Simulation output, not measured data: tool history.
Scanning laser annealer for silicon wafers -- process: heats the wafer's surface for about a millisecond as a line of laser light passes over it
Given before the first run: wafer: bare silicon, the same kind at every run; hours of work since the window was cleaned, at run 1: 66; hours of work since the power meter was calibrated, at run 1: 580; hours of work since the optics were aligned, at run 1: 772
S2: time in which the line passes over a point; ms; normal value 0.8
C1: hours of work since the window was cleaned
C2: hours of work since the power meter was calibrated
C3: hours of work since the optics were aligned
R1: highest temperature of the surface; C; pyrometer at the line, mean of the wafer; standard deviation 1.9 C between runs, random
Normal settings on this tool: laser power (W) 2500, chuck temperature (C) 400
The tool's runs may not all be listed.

{"run": 1, "hour": 0.0, "laser power (W)": 2500, "S2": 0.8, "chuck temperature (C)": 400, "C1": 66, "C2": 580, "C3": 772, "R1": 1142}
{"run": 2, "hour": 33.3, "laser power (W)": 2500, "S2": 0.8, "chuck temperature (C)": 400, "C1": 89, "C2": 603, "C3": 795, "R1": 1142}
{"run": 3, "hour": 59.8, "laser power (W)": 2212, "S2": 0.8, "chuck temperature (C)": 400, "C1": 107, "C2": 621, "C3": 813, "R1": 1057}
{"run": 4, "hour": 96.6, "laser power (W)": 2212, "S2": 0.8, "chuck temperature (C)": 400, "C1": 132, "C2": 646, "C3": 838, "R1": 1055}
{"run": 5, "hour": 123.4, "laser power (W)": 2212, "S2": 0.8, "chuck temperature (C)": 400, "C1": 150, "C2": 664, "C3": 856, "R1": 1052}
{"run": 6, "hour": 148.0, "laser power (W)": 2500, "S2": 0.689, "chuck temperature (C)": 400, "C1": 166, "C2": 681, "C3": 872, "R1": 1084}
{"run": 7, "hour": 188.4, "laser power (W)": 2221, "S2": 0.8, "chuck temperature (C)": 400, "C1": 194, "C2": 708, "C3": 900, "R1": 1052}
{"run": 8, "hour": 217.9, "laser power (W)": 2221, "S2": 0.8, "chuck temperature (C)": 400, "C1": 214, "C2": 728, "C3": 920, "R1": 1053}
{"hour": 224.7, "done": "optics aligned, line set to its width"}
{"run": 9, "hour": 240.5, "laser power (W)": 2221, "S2": 0.8, "chuck temperature (C)": 433, "C1": 226, "C2": 740, "C3": 11, "R1": 1088}
{"run": 10, "hour": 269.1, "laser power (W)": 2221, "S2": 0.8, "chuck temperature (C)": 433, "C1": 245, "C2": 759, "C3": 30, "R1": 1083}
{"run": 11, "hour": 299.0, "laser power (W)": 2221, "S2": 0.8, "chuck temperature (C)": 433, "C1": 265, "C2": 780, "C3": 50, "R1": 1081}
{"run": 12, "hour": 323.4, "laser power (W)": 2500, "S2": 0.8, "chuck temperature (C)": 400, "C1": 282, "C2": 796, "C3": 67, "R1": 1130}
{"run": 13, "hour": 345.4, "laser power (W)": 2500, "S2": 0.8, "chuck temperature (C)": 434, "C1": 297, "C2": 811, "C3": 82, "R1": 1160}
{"run": 14, "hour": 365.1, "laser power (W)": 2290, "S2": 0.8, "chuck temperature (C)": 400, "C1": 310, "C2": 824, "C3": 95, "R1": 1068}
{"run": 15, "hour": 405.0, "laser power (W)": 2290, "S2": 0.8, "chuck temperature (C)": 400, "C1": 337, "C2": 851, "C3": 122, "R1": 1066}
{"hour": 424.3, "done": "optics aligned, line set to its width, once more"}
{"run": 16, "hour": 450.3, "laser power (W)": 2250, "S2": 0.993, "chuck temperature (C)": 400, "C1": 364, "C2": 879, "C3": 18, "R1": 1139}
{"run": 17, "hour": 476.8, "laser power (W)": 2250, "S2": 0.993, "chuck temperature (C)": 400, "C1": 382, "C2": 897, "C3": 36, "R1": 1140}
{"run": 18, "hour": 517.9, "laser power (W)": 2250, "S2": 0.993, "chuck temperature (C)": 400, "C1": 410, "C2": 924, "C3": 63, "R1": 1140}
{"run": 19, "hour": 554.1, "laser power (W)": 2317, "S2": 0.8, "chuck temperature (C)": 430, "C1": 435, "C2": 949, "C3": 88, "R1": 1105}
{"run": 20, "hour": 586.8, "laser power (W)": 2580, "S2": 0.971, "chuck temperature (C)": 367, "C1": 457, "C2": 971, "C3": 110, "R1": 1196}
{"run": 21, "hour": 613.9, "laser power (W)": 2580, "S2": 0.917, "chuck temperature (C)": 410, "C1": 475, "C2": 989, "C3": 128, "R1": 1216}
{"run": 22, "hour": 643.9, "laser power (W)": 2393, "S2": 0.561, "chuck temperature (C)": 373, "C1": 495, "C2": 1010, "C3": 149, "R1": 956}
{"run": 23, "hour": 678.7, "laser power (W)": 2393, "S2": 0.561, "chuck temperature (C)": 391, "C1": 519, "C2": 1033, "C3": 172, "R1": 971}
{"run": 24, "hour": 709.4, "laser power (W)": 2589, "S2": 0.926, "chuck temperature (C)": 391, "C1": 540, "C2": 1054, "C3": 193, "R1": 1198}
{"run": 25, "hour": 750.6, "laser power (W)": 2341, "S2": 0.977, "chuck temperature (C)": 412, "C1": 568, "C2": 1082, "C3": 221, "R1": 1163}
{"run": 26, "hour": 781.1, "laser power (W)": 2265, "S2": 0.747, "chuck temperature (C)": 378, "C1": 588, "C2": 1103, "C3": 242, "R1": 1014}
{"run": 27, "hour": 808.7, "laser power (W)": 2312, "S2": 0.673, "chuck temperature (C)": 395, "C1": 607, "C2": 1121, "C3": 260, "R1": 1006}
{"run": 28, "hour": 842.4, "laser power (W)": 2500, "S2": 0.8, "chuck temperature (C)": 432, "C1": 630, "C2": 1144, "C3": 283, "R1": 1149}

Results for each run, recomputed without the tool's hidden state and with each run's random variation untouched:
Unlogged tool condition in this case: light that passes the window, % of a clean one's; laser's true power over the reading, %; width of the line over the set one, %; drift of the gauge itself on peak_c, C.
run=1 R1=1155
run=2 R1=1156
run=3 R1=1070
run=4 R1=1069
run=5 R1=1067
run=6 R1=1101
run=7 R1=1069
run=8 R1=1071
run=9 R1=1108
run=10 R1=1103
run=11 R1=1103
run=12 R1=1155
run=13 R1=1185
run=14 R1=1092
run=15 R1=1092
run=16 R1=1161
run=17 R1=1163
run=18 R1=1165
run=19 R1=1129
run=20 R1=1227
run=21 R1=1247
run=22 R1=980
run=23 R1=996
run=24 R1=1234
run=25 R1=1197
run=26 R1=1044
run=27 R1=1036
run=28 R1=1186

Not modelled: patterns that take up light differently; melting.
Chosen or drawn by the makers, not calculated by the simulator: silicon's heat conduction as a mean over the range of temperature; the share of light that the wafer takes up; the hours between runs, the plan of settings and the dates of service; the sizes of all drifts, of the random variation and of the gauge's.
